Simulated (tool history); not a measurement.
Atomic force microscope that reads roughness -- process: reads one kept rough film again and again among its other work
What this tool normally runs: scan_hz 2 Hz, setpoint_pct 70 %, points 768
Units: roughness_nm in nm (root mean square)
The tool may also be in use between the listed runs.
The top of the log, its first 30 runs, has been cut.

Run 31, day 17.796: usual settings but scan_hz 3.14 Hz, points 438. Result: roughness_nm 2.596 nm (root mean square).
Run 32, day 18.171: usual settings but scan_hz 2.46 Hz, setpoint_pct 89 %, points 598. Result: roughness_nm 2.096 nm (root mean square).
At day 18.871: new tip fitted.
Run 33, day 18.946: usual settings but scan_hz 2.46 Hz, setpoint_pct 89 %, points 598. Result: roughness_nm 2.609 nm (root mean square).
Run 34, day 19.571: usual settings but scan_hz 3.49 Hz, points 465. Result: roughness_nm 2.765 nm (root mean square).
Run 35, day 20.179: usual settings but scan_hz 1.67 Hz, points 824. Result: roughness_nm 2.802 nm (root mean square).
Run 36, day 20.883: usual settings but scan_hz 3.07 Hz, points 534. Result: roughness_nm 2.317 nm (root mean square).
At day 21.196: new tip fitted.
Run 37, day 21.238: usual settings but scan_hz 3.52 Hz, setpoint_pct 59 %, points 383. Result: roughness_nm 3.337 nm (root mean square).
Run 38, day 21.679: usual settings but scan_hz 3.52 Hz, setpoint_pct 59 %, points 383. Result: roughness_nm 3.127 nm (root mean square).
Run 39, day 22.333: usual settings but scan_hz 3.52 Hz, setpoint_pct 59 %, points 383. Result: roughness_nm 2.795 nm (root mean square).
Run 40, day 23.004: usual settings but scan_hz 0.87 Hz, setpoint_pct 86 %, points 260. Result: roughness_nm 2.5 nm (root mean square).
At day 23.5: new tip fitted.
Run 41, day 23.708: usual settings but scan_hz 0.87 Hz, setpoint_pct 86 %, points 260. Result: roughness_nm 3.217 nm (root mean square).
Run 42, day 24.088: usual settings but scan_hz 0.87 Hz, setpoint_pct 86 %, points 260. Result: roughness_nm 3.003 nm (root mean square).
Run 43, day 24.762: usual settings but scan_hz 0.87 Hz, setpoint_pct 86 %, points 260. Result: roughness_nm 2.733 nm (root mean square).
Run 44, day 25.454: usual settings but scan_hz 0.87 Hz, setpoint_pct 86 %, points 260. Result: roughness_nm 2.471 nm (root mean square).
At day 25.788: new tip fitted.
Run 45, day 25.925: usual settings but scan_hz 2.16 Hz, setpoint_pct 76 %, points 706. Result: roughness_nm 3.078 nm (root mean square).
Run 46, day 26.283: usual settings but scan_hz 2.37 Hz. Result: roughness_nm 3.023 nm (root mean square).
Run 47, day 26.658: usual settings but scan_hz 2.37 Hz. Result: roughness_nm 2.857 nm (root mean square).
Run 48, day 27.267: usual settings but scan_hz 1.13 Hz, setpoint_pct 74 %, points 563. Result: roughness_nm 2.742 nm (root mean square).
Run 49, day 28: usual settings but scan_hz 0.76 Hz, points 558. Result: roughness_nm 2.598 nm (root mean square).
At day 28.054: new tip fitted.
Run 50, day 28.612: usual settings but scan_hz 0.76 Hz, points 558. Result: roughness_nm 3.305 nm (root mean square).
Run 51, day 29.029: usual settings but scan_hz 0.76 Hz, points 558. Result: roughness_nm 3.1 nm (root mean square).
Run 52, day 29.379: usual settings but scan_hz 0.76 Hz, points 558. Result: roughness_nm 2.919 nm (root mean square).

Below are 4 alternative next runs, each starting from the tool's condition after run 52. Predict each:
Run A, day 30.104: usual settings but scan_hz 2.27 Hz, setpoint_pct 78 %, points 627. Result: roughness_nm ?.
Run B, day 30.104: usual settings but scan_hz 1.2 Hz, setpoint_pct 88 %, points 345. Result: roughness_nm ?.
Run C, day 30.104: usual settings but scan_hz 0.53 Hz, points 558. Result: roughness_nm ?.
Run D, day 30.104: usual settings but scan_hz 2.55 Hz, points 321. Result: roughness_nm ?.

run  roughness_nm
  A         2.241
  B         2.295
  C         2.666
  D         2.351
With the hidden condition removed and each run's random variation left untouched, the same runs would have given:
run  roughness_nm
  A         3.095
  B         3.167
  C         3.682
  D          3.25

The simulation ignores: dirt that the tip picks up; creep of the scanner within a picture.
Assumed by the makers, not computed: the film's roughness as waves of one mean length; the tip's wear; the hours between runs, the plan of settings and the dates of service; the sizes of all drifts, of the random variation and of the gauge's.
